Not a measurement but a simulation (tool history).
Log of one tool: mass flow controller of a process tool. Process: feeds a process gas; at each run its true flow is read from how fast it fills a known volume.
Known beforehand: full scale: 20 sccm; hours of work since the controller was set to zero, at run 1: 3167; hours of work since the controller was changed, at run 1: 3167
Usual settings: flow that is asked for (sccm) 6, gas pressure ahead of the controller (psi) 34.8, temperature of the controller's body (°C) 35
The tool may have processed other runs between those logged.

run	hour	flow that is asked for (sccm)	gas pressure ahead of the controller (psi)	temperature of the controller's body (°C)	hours of work since the controller was set to zero	hours of work since the controller was changed	true flow (%)
1	0.0	6	34.8	35	3167	3167	98.13
2	98.1	6	23.4	35	3241	3241	98.65
3	219.9	6	23.5	35	3333	3333	98.62
4	318.7	6	23.5	35	3407	3407	98.77
5	427.6	3	34.8	35	3489	3489	97.87
6	488.9	3	34.8	35	3535	3535	97.92
7	587.5	3	34.8	35	3610	3610	98.07
8	714.6	16	34.8	35	3705	3705	99.99
9	825.0	5	24.7	29	3788	3788	98.68
10	921.2	16	27.0	25	3861	3861	100.10
11	1021.5	2	30.0	33	3936	3936	98.37

Forecast run 12:
12	1142.8	6	36.7	32	4028	4028	?

{"run 12": {"true flow (%)": 98.74}}
Minus the tool's unlogged condition, the same run would have read true flow (%) 97.99.
